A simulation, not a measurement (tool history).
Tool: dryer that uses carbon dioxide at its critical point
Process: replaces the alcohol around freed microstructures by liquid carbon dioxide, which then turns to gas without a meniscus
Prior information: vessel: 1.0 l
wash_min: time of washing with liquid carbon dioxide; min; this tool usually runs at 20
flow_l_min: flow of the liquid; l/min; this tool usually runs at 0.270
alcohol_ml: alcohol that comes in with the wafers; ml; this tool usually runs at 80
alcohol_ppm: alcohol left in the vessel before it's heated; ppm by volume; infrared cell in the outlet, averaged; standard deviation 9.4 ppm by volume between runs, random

run,hour,wash_min,flow_l_min,alcohol_ml,alcohol_ppm
1,0.0,20,0.270,80,591
2,52.3,20,0.270,80,619
3,93.0,20,0.270,80,628
4,141.6,20,0.270,80,662
5,182.0,20,0.270,80,663
6,226.8,20,0.270,80,668
7,260.6,20,0.270,80,679
8,319.8,20,0.270,80,700
9,356.1,20,0.270,80,712
10,383.9,20,0.268,80,747
11,433.7,20,0.268,80,772
12,492.6,15,0.412,32,242
13,518.7,23,0.367,41,125
# hour 560.7: inlet filter changed
14,560.7,23,0.218,64,691
15,614.3,16,0.401,80,316

Each row is a separate what-if for the run after 15, all from the same tool condition, not one after another. Results?
A,645.8,24,0.270,80,?
B,645.8,15,0.375,78,?
C,645.8,20,0.278,80,?
D,645.8,25,0.401,39,?
E,645.8,17,0.452,20,?

run,alcohol_ppm
A,313
B,559
C,606
D,107
E,130
With the hidden condition removed and each run's random variation left untouched, the same runs would have given:
run,alcohol_ppm
A,195
B,428
C,472
D,3
E,24

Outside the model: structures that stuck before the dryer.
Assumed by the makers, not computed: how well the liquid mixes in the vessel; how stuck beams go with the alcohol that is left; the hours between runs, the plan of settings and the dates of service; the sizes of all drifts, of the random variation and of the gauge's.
